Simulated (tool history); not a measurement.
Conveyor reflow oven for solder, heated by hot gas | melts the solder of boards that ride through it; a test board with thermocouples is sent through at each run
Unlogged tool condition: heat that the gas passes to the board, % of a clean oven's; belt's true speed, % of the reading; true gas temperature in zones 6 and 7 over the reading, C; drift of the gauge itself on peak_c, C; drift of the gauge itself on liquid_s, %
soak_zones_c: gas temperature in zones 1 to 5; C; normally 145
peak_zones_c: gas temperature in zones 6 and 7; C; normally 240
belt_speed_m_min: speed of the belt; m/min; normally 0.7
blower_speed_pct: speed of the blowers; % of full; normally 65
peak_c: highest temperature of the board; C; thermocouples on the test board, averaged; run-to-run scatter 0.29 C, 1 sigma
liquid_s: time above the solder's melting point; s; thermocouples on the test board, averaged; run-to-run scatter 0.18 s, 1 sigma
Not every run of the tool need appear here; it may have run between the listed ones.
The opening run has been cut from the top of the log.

| run | day | soak_zones_c | peak_zones_c | belt_speed_m_min | blower_speed_pct | hours of work since the flux was cleaned out | hours of work since the belt drive was overhauled | hours of work since the thermocouples were changed | peak_c | liquid_s |
|---|---|---|---|---|---|---|---|---|---|---|
| 2 | 0.738 | 132 | 240 | 0.7 | 65 | 76 | 430 | 806 | 219.5 | 44.1 |
| 3 | 1.662 | 145 | 240 | 0.7 | 77 | 86 | 440 | 817 | 224.3 | 51.1 |
| 4 | 2.521 | 145 | 240 | 0.7 | 77 | 96 | 450 | 826 | 225.2 | 51.3 |
| 5 | 3.671 | 145 | 240 | 0.7 | 77 | 109 | 463 | 839 | 225.2 | 50.9 |
| 6 | 4.908 | 145 | 240 | 0.7 | 77 | 122 | 476 | 853 | 225.2 | 51.1 |
| 7 | 5.838 | 145 | 240 | 0.7 | 78 | 133 | 487 | 863 | 225.6 | 51.1 |
| 8 | 7.108 | 145 | 240 | 0.692 | 65 | 147 | 501 | 877 | 222.9 | 50.3 |
| 9 | 8.025 | 145 | 240 | 0.692 | 65 | 157 | 511 | 887 | 221.8 | 50 |
| 10 | 8.85 | 145 | 240 | 0.74 | 65 | 166 | 520 | 896 | 220.3 | 45.4 |
| 11 | 9.583 | 145 | 240 | 0.7 | 65 | 174 | 528 | 905 | 221.9 | 49.2 |
| 12 | 10.204 | 145 | 240 | 0.7 | 65 | 181 | 535 | 911 | 222.1 | 48.9 |
| 13 | 11.392 | 145 | 240 | 0.7 | 64 | 194 | 548 | 925 | 221.9 | 49.1 |
| 14 | 12.288 | 145 | 240 | 0.7 | 64 | 204 | 558 | 934 | 221.3 | 49.2 |
| 15 | 13.388 | 152 | 240 | 0.7 | 65 | 216 | 570 | 947 | 223 | 52.1 |
| 16 | 13.967 | 140 | 251 | 0.683 | 55 | 223 | 577 | 953 | 227.6 | 51.7 |
| 17 | 14.55 | 140 | 251 | 0.683 | 55 | 229 | 583 | 960 | 227.3 | 51.9 |
| 18 | 15.558 | 140 | 251 | 0.683 | 55 | 241 | 595 | 971 | 227.4 | 51.8 |
| 19 | 16.688 | 135 | 241 | 0.713 | 50 | 253 | 607 | 983 | 214 | 39.9 |
| 20 | 17.383 | 152 | 240 | 0.7 | 65 | 261 | 615 | 991 | 223.3 | 52.1 |

Forecast run 21:
| 21 | 18.629 | 137 | 241 | 0.729 | 65 | 275 | 629 | 1005 | ? | ? |

For run 21 the tool returned peak_c 220.4 C, liquid_s 43.5 s.
If the tool had no hidden condition, the same run with the same run-to-run variation would have returned peak_c 220.5 C, liquid_s 43.6 s.
